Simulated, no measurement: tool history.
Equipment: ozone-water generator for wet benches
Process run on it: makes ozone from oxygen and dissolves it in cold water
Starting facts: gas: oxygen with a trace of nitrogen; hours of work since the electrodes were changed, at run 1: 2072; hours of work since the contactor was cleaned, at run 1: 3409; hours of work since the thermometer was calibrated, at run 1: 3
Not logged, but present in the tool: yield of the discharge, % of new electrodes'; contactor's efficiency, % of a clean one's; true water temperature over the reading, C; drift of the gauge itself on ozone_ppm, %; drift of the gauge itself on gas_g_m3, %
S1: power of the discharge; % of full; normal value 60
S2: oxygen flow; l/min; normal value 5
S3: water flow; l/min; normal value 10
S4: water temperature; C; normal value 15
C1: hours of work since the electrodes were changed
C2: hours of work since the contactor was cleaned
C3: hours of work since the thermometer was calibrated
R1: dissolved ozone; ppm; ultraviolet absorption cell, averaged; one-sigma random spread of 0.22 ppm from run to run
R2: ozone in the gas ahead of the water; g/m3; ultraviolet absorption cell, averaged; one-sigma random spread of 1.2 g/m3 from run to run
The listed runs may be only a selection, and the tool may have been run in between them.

Run 1, hour 0: usual settings; C1 2072; C2 3409; C3 3. Result: R1 31.8 ppm, R2 209.2 g/m3.
Run 2, hour 96.7: usual settings; C1 2138; C2 3475; C3 69. Result: R1 32 ppm, R2 209.5 g/m3.
Run 3, hour 241.7: usual settings; C1 2237; C2 3574; C3 168. Result: R1 31.7 ppm, R2 211.1 g/m3.
Run 4, hour 368.1: usual settings but S4 16 C; C1 2323; C2 3660; C3 255. Result: R1 31.4 ppm, R2 210.2 g/m3.
At hour 397: contactor cleaned.
Run 5, hour 523.9: usual settings; C1 2427; C2 87; C3 359. Result: R1 31.8 ppm, R2 211.2 g/m3.
Run 6, hour 605.1: usual settings but S2 3.6 l/min; C1 2483; C2 142; C3 414. Result: R1 33.2 ppm, R2 259.7 g/m3.
Run 7, hour 734: usual settings but S4 17 C; C1 2571; C2 230; C3 502. Result: R1 31.3 ppm, R2 211.2 g/m3.
Run 8, hour 819.3: usual settings but S1 70 % of full; C1 2629; C2 289; C3 560. Result: R1 34.8 ppm, R2 231.2 g/m3.
Run 9, hour 946.3: usual settings but S1 70 % of full; C1 2716; C2 376; C3 647. Result: R1 35.1 ppm, R2 230.4 g/m3.
Run 10, hour 1031.1: usual settings but S1 70 % of full; C1 2774; C2 434; C3 705. Result: R1 34.8 ppm, R2 228.3 g/m3.
Run 11, hour 1155.6: usual settings but S1 70 % of full; C1 2859; C2 519; C3 790. Result: R1 35 ppm, R2 229.7 g/m3.
Run 12, hour 1254.3: usual settings but S1 70 % of full; C1 2926; C2 586; C3 858. Result: R1 34.9 ppm, R2 229.6 g/m3.
Run 13, hour 1354.6: usual settings but S3 8 l/min; C1 2995; C2 655; C3 926. Result: R1 36.7 ppm, R2 214 g/m3.
Run 14, hour 1494.7: usual settings but S3 8 l/min; C1 3091; C2 750; C3 1022. Result: R1 36.7 ppm, R2 213.7 g/m3.
Run 15, hour 1612.6: usual settings but S3 8 l/min, S4 7 C; C1 3171; C2 831; C3 1103. Result: R1 43.1 ppm, R2 212.8 g/m3.
Run 16, hour 1791: usual settings but S3 8 l/min, S4 16 C; C1 3293; C2 953; C3 1225. Result: R1 35.4 ppm, R2 214.3 g/m3.
Run 17, hour 1970: usual settings but S3 8 l/min, S4 16 C; C1 3416; C2 1075; C3 1347. Result: R1 36.2 ppm, R2 213.2 g/m3.
Run 18, hour 2050: usual settings but S1 94 % of full, S2 5.66 l/min, S3 7 l/min, S4 8 C; C1 3470; C2 1130; C3 1402. Result: R1 55.1 ppm, R2 250.9 g/m3.
Run 19, hour 2146.1: usual settings but S1 65 % of full, S2 6.51 l/min, S3 8 l/min, S4 12 C; C1 3536; C2 1196; C3 1467. Result: R1 38.1 ppm, R2 190.9 g/m3.
Run 20, hour 2289.9: usual settings but S1 65 % of full, S2 6.51 l/min, S3 8 l/min, S4 12 C; C1 3634; C2 1294; C3 1566. Result: R1 38 ppm, R2 193 g/m3.
Run 21, hour 2377.7: usual settings but S1 65 % of full, S2 6.51 l/min, S3 8 l/min, S4 12 C; C1 3694; C2 1354; C3 1626. Result: R1 38.2 ppm, R2 193.5 g/m3.
Run 22, hour 2466.6: usual settings but S1 65 % of full, S2 6.51 l/min, S3 8 l/min, S4 12 C; C1 3755; C2 1415; C3 1687. Result: R1 38.2 ppm, R2 192 g/m3.
Run 23, hour 2564.1: usual settings but S1 65 % of full, S2 6.51 l/min, S3 8 l/min, S4 12 C; C1 3822; C2 1481; C3 1753. Result: R1 38 ppm, R2 191.4 g/m3.
Run 24, hour 2706.2: usual settings but S1 40 % of full, S2 6.74 l/min, S3 13 l/min, S4 12 C; C1 3919; C2 1579; C3 1850. Result: R1 22.5 ppm, R2 146.4 g/m3.
Run 25, hour 2873.1: usual settings but S3 6 l/min, S4 10 C; C1 4033; C2 1693; C3 1964. Result: R1 47.5 ppm, R2 214.8 g/m3.
Run 26, hour 3026.2: usual settings but S1 66 % of full, S2 8.95 l/min, S4 18 C; C1 4138; C2 1797; C3 2069. Result: R1 27.4 ppm, R2 160.6 g/m3.
Run 27, hour 3155.2: usual settings but S1 66 % of full, S2 8.95 l/min, S4 18 C; C1 4226; C2 1885; C3 2157. Result: R1 27.2 ppm, R2 159.8 g/m3.
Run 28, hour 3326.5: usual settings but S1 66 % of full, S2 8.95 l/min, S4 18 C; C1 4343; C2 2003; C3 2274. Result: R1 27.4 ppm, R2 163 g/m3.
Run 29, hour 3442: usual settings but S1 67 % of full, S2 4.02 l/min, S3 7 l/min, S4 17 C; C1 4422; C2 2082; C3 2353. Result: R1 41.7 ppm, R2 256.9 g/m3.
Run 30, hour 3536.5: usual settings but S4 10 C; C1 4486; C2 2146; C3 2418. Result: R1 35.4 ppm, R2 217.9 g/m3.
At hour 3605.5: gauge calibrated.
Run 31, hour 3693.6: usual settings but S3 13 l/min, S4 10 C; C1 4594; C2 2254; C3 2525. Result: R1 29.1 ppm, R2 210.1 g/m3.
Run 32, hour 3864.1: usual settings but S1 89 % of full, S2 5.38 l/min, S3 11 l/min, S4 17 C; C1 4710; C2 2370; C3 2642. Result: R1 35.2 ppm, R2 245.3 g/m3.

5 ways to go on from here, each from the tool as it stands after run 32. What would each give?
Run A, hour 3971: usual settings but S1 89 % of full, S2 2.64 l/min, S4 9 C; C1 4783; C2 2443; C3 2715. Result: R1 ?, R2 ?.
Run B, hour 3971: usual settings but S2 7.56 l/min, S3 15 l/min; C1 4783; C2 2443; C3 2715. Result: R1 ?, R2 ?.
Run C, hour 3971: usual settings but S2 6.62 l/min; C1 4783; C2 2443; C3 2715. Result: R1 ?, R2 ?.
Run D, hour 3971: usual settings but S1 51 % of full, S2 8.23 l/min, S3 9 l/min, S4 17 C; C1 4783; C2 2443; C3 2715. Result: R1 ?, R2 ?.
Run E, hour 3971: usual settings but S1 89 % of full, S2 7.16 l/min, S3 11 l/min, S4 9 C; C1 4783; C2 2443; C3 2715. Result: R1 ?, R2 ?.

run    R1     R2
  A  44.6  370.7
  B  23.2  164.6
  C  30.3  180.9
  D  26.6  145.6
  E  39.1  209.2
Without the tool's hidden state the same runs would have given:
run    R1     R2
  A  44.7  370.7
  B  23.3  164.4
  C  30.4  180.8
  D  26.7  145.4
  E  39.2  209.2

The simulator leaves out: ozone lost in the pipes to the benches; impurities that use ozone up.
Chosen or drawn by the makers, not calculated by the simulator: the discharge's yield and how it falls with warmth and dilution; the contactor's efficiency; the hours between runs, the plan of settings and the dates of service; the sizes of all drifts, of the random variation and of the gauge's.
